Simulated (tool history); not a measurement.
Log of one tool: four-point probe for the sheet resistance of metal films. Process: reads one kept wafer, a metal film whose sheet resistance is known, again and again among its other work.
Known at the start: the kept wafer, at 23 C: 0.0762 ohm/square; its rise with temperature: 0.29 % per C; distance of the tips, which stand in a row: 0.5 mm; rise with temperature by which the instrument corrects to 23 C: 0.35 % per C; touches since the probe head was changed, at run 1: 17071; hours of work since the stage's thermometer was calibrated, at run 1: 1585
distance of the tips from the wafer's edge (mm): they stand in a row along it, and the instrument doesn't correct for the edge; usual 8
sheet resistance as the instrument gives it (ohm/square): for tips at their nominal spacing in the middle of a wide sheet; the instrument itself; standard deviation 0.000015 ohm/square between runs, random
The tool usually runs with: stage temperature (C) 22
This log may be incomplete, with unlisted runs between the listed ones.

run	day	stage temperature (C)	distance of the tips from the wafer's edge (mm)	touches since the probe head was changed	hours of work since the stage's thermometer was calibrated	sheet resistance as the instrument gives it (ohm/square)
1	0	22	8	17071	1585	0.076316
2	0.55	27	8	17455	1595	0.076079
3	0.95	22	9	17733	1602	0.076273
4	1.867	24	8	18376	1619	0.076224
5	2.671	18	8	18935	1633	0.076525
6	3.479	18	8	19502	1648	0.076477
7	3.954	18	8	19831	1657	0.076481
8	4.554	18	8	20251	1668	0.076484
9	4.938	24	8	20518	1675	0.076209
10	5.746	24	8	21084	1689	0.076178
11	6.296	24	8	21468	1699	0.076203
12	6.892	24	8	21883	1710	0.0762
13	7.546	19	8	22340	1722	0.076453
14	8.454	19	8	22974	1739	0.076471
15	9.338	19	8	23592	1755	0.076435
16	9.946	19	8	24017	1766	0.076463
17	10.775	22	7	24596	1781	0.076343
18	11.6	22	7	25172	1796	0.076342
19	12.483	18	7	25788	1812	0.076523
20	12.9	27	15	26079	1819	0.07587
21	13.808	26	38	26712	1836	0.075945
22	14.571	26	10	27247	1850	0.075987
23	15.092	19	15	27609	1859	0.076306
24	15.717	25	4	28047	1871	0.076624

Run 25, settings as shown, results not yet in. Your forecast:
25	16.258	18	8	28423	1880	?

sheet resistance as the instrument gives it (ohm/square): 0.076454
The same run, on a tool lacking any hidden state, would have yielded sheet resistance as the instrument gives it (ohm/square) 0.076595.
